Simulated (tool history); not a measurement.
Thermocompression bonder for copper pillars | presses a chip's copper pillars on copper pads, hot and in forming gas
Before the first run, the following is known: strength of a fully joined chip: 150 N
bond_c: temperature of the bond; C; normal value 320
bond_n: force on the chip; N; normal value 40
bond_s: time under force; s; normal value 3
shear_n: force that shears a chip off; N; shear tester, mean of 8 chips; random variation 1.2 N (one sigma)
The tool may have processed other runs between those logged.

Run 1, day 0: usual settings. Result: shear_n 103.4 N.
Run 2, day 1.262: usual settings. Result: shear_n 102.6 N.
Run 3, day 2.421: usual settings. Result: shear_n 102.1 N.
Run 4, day 3.321: usual settings. Result: shear_n 101.1 N.
Run 5, day 4.479: usual settings. Result: shear_n 99.2 N.
Run 6, day 5.425: usual settings but bond_n 43 N. Result: shear_n 104.8 N.
At day 6.679: forming gas filter changed.
Run 7, day 7.154: usual settings but bond_c 321 C, bond_n 43 N. Result: shear_n 113.8 N.
Run 8, day 8.192: usual settings but bond_c 321 C, bond_n 43 N. Result: shear_n 115.1 N.
Run 9, day 9.158: usual settings but bond_c 321 C, bond_n 43 N. Result: shear_n 113.4 N.
Run 10, day 10.633: usual settings but bond_c 319 C, bond_s 4 s. Result: shear_n 114.2 N.
Run 11, day 12: usual settings but bond_c 340 C, bond_s 4 s. Result: shear_n 126.3 N.
Run 12, day 13.233: usual settings but bond_c 340 C, bond_s 4 s. Result: shear_n 123.3 N.
Run 13, day 14.979: usual settings but bond_c 313 C, bond_s 2 s. Result: shear_n 89.4 N.

What does the tool deliver on the next run?
Run 14, day 16.596: usual settings but bond_c 313 C, bond_s 2 s. Result: shear_n ?.

shear_n: 89.2 N
Minus the tool's unlogged condition, the same run would have read shear_n 92.8 N.
